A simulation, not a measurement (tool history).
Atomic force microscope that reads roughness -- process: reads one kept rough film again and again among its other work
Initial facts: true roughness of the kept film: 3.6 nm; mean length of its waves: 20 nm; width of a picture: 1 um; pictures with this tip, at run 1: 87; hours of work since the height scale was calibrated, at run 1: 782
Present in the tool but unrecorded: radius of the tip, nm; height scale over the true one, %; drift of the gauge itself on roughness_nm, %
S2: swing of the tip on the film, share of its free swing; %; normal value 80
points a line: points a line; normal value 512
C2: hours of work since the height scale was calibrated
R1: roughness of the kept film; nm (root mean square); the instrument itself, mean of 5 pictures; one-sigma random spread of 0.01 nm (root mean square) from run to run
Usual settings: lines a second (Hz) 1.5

run 1 day=0 | lines_a_second_(Hz)=1.5 S2=80 points_a_line=512 | pictures_with_this_tip=87 C2=782 | R1=1.931
-- day=0.888 new tip fitted
run 2 day=2.075 | lines_a_second_(Hz)=1.5 S2=80 points_a_line=512 | pictures_with_this_tip=57 C2=810 | R1=2.118
-- day=3.704 new tip fitted
run 3 day=3.962 | lines_a_second_(Hz)=1.5 S2=70 points_a_line=512 | pictures_with_this_tip=12 C2=836 | R1=2.434
run 4 day=5.333 | lines_a_second_(Hz)=1.5 S2=70 points_a_line=512 | pictures_with_this_tip=77 C2=854 | R1=2.147
-- day=6.417 new tip fitted
run 5 day=7.517 | lines_a_second_(Hz)=1.5 S2=70 points_a_line=512 | pictures_with_this_tip=52 C2=884 | R1=2.216
-- day=9.138 new tip fitted
run 6 day=9.946 | lines_a_second_(Hz)=1.5 S2=66 points_a_line=512 | pictures_with_this_tip=39 C2=917 | R1=2.296
run 7 day=11.6 | lines_a_second_(Hz)=1.5 S2=66 points_a_line=512 | pictures_with_this_tip=118 C2=939 | R1=1.953
-- day=11.883 new tip fitted
run 8 day=13.446 | lines_a_second_(Hz)=1.5 S2=66 points_a_line=512 | pictures_with_this_tip=75 C2=964 | R1=2.176
-- day=14.579 new tip fitted
run 9 day=15.65 | lines_a_second_(Hz)=1.5 S2=66 points_a_line=512 | pictures_with_this_tip=52 C2=994 | R1=2.249
-- day=17.271 new tip fitted
run 10 day=18.233 | lines_a_second_(Hz)=1.5 S2=66 points_a_line=512 | pictures_with_this_tip=46 C2=1029 | R1=2.28
run 11 day=19.667 | lines_a_second_(Hz)=1.5 S2=66 points_a_line=512 | pictures_with_this_tip=114 C2=1049 | R1=2.017
-- day=19.988 new tip fitted
run 12 day=21.525 | lines_a_second_(Hz)=1.5 S2=66 points_a_line=514 | pictures_with_this_tip=73 C2=1074 | R1=2.167
-- day=22.683 new tip fitted
run 13 day=23.996 | lines_a_second_(Hz)=1.5 S2=66 points_a_line=514 | pictures_with_this_tip=63 C2=1107 | R1=2.241
-- day=25.429 new tip fitted
run 14 day=26.521 | lines_a_second_(Hz)=1.5 S2=66 points_a_line=514 | pictures_with_this_tip=52 C2=1141 | R1=2.215
run 15 day=27.908 | lines_a_second_(Hz)=1.5 S2=66 points_a_line=514 | pictures_with_this_tip=118 C2=1160 | R1=1.963
-- day=28.121 new tip fitted
run 16 day=30.083 | lines_a_second_(Hz)=1.5 S2=80 points_a_line=512 | pictures_with_this_tip=94 C2=1190 | R1=1.938
-- day=30.912 new tip fitted
run 17 day=31.796 | lines_a_second_(Hz)=1.5 S2=80 points_a_line=434 | pictures_with_this_tip=42 C2=1213 | R1=2.148
run 18 day=33.358 | lines_a_second_(Hz)=1.5 S2=80 points_a_line=434 | pictures_with_this_tip=117 C2=1234 | R1=1.857
-- day=33.725 new tip fitted
run 19 day=35.521 | lines_a_second_(Hz)=1.5 S2=80 points_a_line=434 | pictures_with_this_tip=86 C2=1263 | R1=2.003
-- day=36.421 new tip fitted
run 20 day=38.046 | lines_a_second_(Hz)=1.5 S2=86 points_a_line=434 | pictures_with_this_tip=77 C2=1298 | R1=1.979
-- day=39.3 new tip fitted
run 21 day=40.262 | lines_a_second_(Hz)=0.72 S2=80 points_a_line=512 | pictures_with_this_tip=46 C2=1328 | R1=2.27
-- day=42.088 new tip fitted
run 22 day=42.538 | lines_a_second_(Hz)=0.72 S2=80 points_a_line=512 | pictures_with_this_tip=22 C2=1358 | R1=2.361
-- day=44.767 new tip fitted
run 23 day=44.767 | lines_a_second_(Hz)=0.72 S2=80 points_a_line=512 | pictures_with_this_tip=0 C2=1389 | R1=2.435
run 24 day=46.546 | lines_a_second_(Hz)=0.72 S2=80 points_a_line=512 | pictures_with_this_tip=85 C2=1413 | R1=2.061
-- day=47.488 new tip fitted
run 25 day=48.538 | lines_a_second_(Hz)=1.5 S2=80 points_a_line=512 | pictures_with_this_tip=50 C2=1440 | R1=2.148
-- day=50.179 new tip fitted
run 26 day=50.179 | lines_a_second_(Hz)=1.5 S2=80 points_a_line=512 | pictures_with_this_tip=0 C2=1462 | R1=2.384
run 27 day=52.717 | lines_a_second_(Hz)=2.06 S2=73 points_a_line=465 | pictures_with_this_tip=121 C2=1497 | R1=1.922
-- day=52.883 new tip fitted
-- day=52.925 height scale calibrated on a step standard
run 28 day=54.146 | lines_a_second_(Hz)=2.06 S2=73 points_a_line=465 | pictures_with_this_tip=58 C2=17 | R1=2.077
-- day=55.642 new tip fitted
run 29 day=56.658 | lines_a_second_(Hz)=1.5 S2=87 points_a_line=393 | pictures_with_this_tip=48 C2=51 | R1=2.073
-- day=57.129 height scale calibrated on a step standard, once more
-- day=58.342 new tip fitted
run 30 day=58.342 | lines_a_second_(Hz)=0.9 S2=59 points_a_line=884 | pictures_with_this_tip=0 C2=16 | R1=2.586
run 31 day=60.175 | lines_a_second_(Hz)=0.56 S2=80 points_a_line=355 | pictures_with_this_tip=87 C2=41 | R1=2.096
-- day=61.079 new tip fitted
run 32 day=62.054 | lines_a_second_(Hz)=2.56 S2=55 points_a_line=693 | pictures_with_this_tip=46 C2=67 | R1=2.29
run 33 day=63.571 | lines_a_second_(Hz)=2.56 S2=81 points_a_line=297 | pictures_with_this_tip=119 C2=87 | R1=1.713
-- day=63.879 new tip fitted
run 34 day=65.454 | lines_a_second_(Hz)=0.63 S2=67 points_a_line=276 | pictures_with_this_tip=75 C2=113 | R1=2.132
-- day=66.592 new tip fitted
run 35 day=67.75 | lines_a_second_(Hz)=1.61 S2=80 points_a_line=559 | pictures_with_this_tip=56 C2=144 | R1=2.082
-- day=69.446 new tip fitted
run 36 day=69.638 | lines_a_second_(Hz)=1.5 S2=83 points_a_line=726 | pictures_with_this_tip=10 C2=169 | R1=2.269
run 37 day=70.862 | lines_a_second_(Hz)=0.95 S2=80 points_a_line=512 | pictures_with_this_tip=68 C2=186 | R1=2.111
-- day=72.192 new tip fitted
run 38 day=72.679 | lines_a_second_(Hz)=1.5 S2=68 points_a_line=477 | pictures_with_this_tip=23 C2=211 | R1=2.286
-- day=74.925 new tip fitted
run 39 day=74.925 | lines_a_second_(Hz)=1.5 S2=68 points_a_line=477 | pictures_with_this_tip=0 C2=241 | R1=2.472
run 40 day=77.096 | lines_a_second_(Hz)=1.5 S2=68 points_a_line=477 | pictures_with_this_tip=104 C2=271 | R1=2.056
-- day=77.625 new tip fitted
run 41 day=79.446 | lines_a_second_(Hz)=2.04 S2=63 points_a_line=302 | pictures_with_this_tip=87 C2=302 | R1=1.991
-- day=80.433 new tip fitted
run 42 day=81.583 | lines_a_second_(Hz)=1.5 S2=56 points_a_line=512 | pictures_with_this_tip=55 C2=331 | R1=2.243
-- day=83.238 new tip fitted
run 43 day=83.796 | lines_a_second_(Hz)=1.22 S2=80 points_a_line=512 | pictures_with_this_tip=27 C2=361 | R1=2.269
-- day=85.917 new tip fitted
run 44 day=86.179 | lines_a_second_(Hz)=1.22 S2=80 points_a_line=512 | pictures_with_this_tip=12 C2=394 | R1=2.351
run 45 day=87.267 | lines_a_second_(Hz)=3.72 S2=67 points_a_line=512 | pictures_with_this_tip=64 C2=408 | R1=2.045
-- day=88.65 new tip fitted
run 46 day=89.8 | lines_a_second_(Hz)=1.5 S2=83 points_a_line=512 | pictures_with_this_tip=55 C2=443 | R1=2.074
-- day=91.388 new tip fitted
run 47 day=91.833 | lines_a_second_(Hz)=0.97 S2=83 points_a_line=693 | pictures_with_this_tip=22 C2=470 | R1=2.318
-- day=94.183 new tip fitted
run 48 day=94.392 | lines_a_second_(Hz)=3.91 S2=78 points_a_line=365 | pictures_with_this_tip=9 C2=505 | R1=2.037
run 49 day=96.338 | lines_a_second_(Hz)=3.91 S2=78 points_a_line=365 | pictures_with_this_tip=102 C2=531 | R1=1.684

For some of the steps in R1 from one run to the next: how much would appear even if the tool had no hidden state, given the settings, what came in and random variation, and how much remains for the hidden state plus any gauge scatter that the measured result and the result without hidden state don't share?
Run 26 -> 27: lines a second (Hz) 1.5 -> 2.06, S2 80 -> 73, points a line 512 -> 465. R1 -0.462 nm (root mean square): hidden state -0.488, all else +0.026.
Run 29 -> 30: lines a second (Hz) 1.5 -> 0.9, S2 87 -> 59, points a line 393 -> 884, height scale calibrated on a step standard, once more, new tip fitted. R1 +0.513 nm (root mean square): hidden state +0.243, all else +0.27.
Run 30 -> 31: lines a second (Hz) 0.9 -> 0.56, S2 59 -> 80, points a line 884 -> 355. R1 -0.49 nm (root mean square): hidden state -0.415, all else -0.075.
Run 32 -> 33: S2 55 -> 81, points a line 693 -> 297. R1 -0.577 nm (root mean square): hidden state -0.229, all else -0.348.
Run 39 -> 40: nothing adjusted, nothing logged. R1 -0.416 nm (root mean square): hidden state -0.436, all else +0.02.
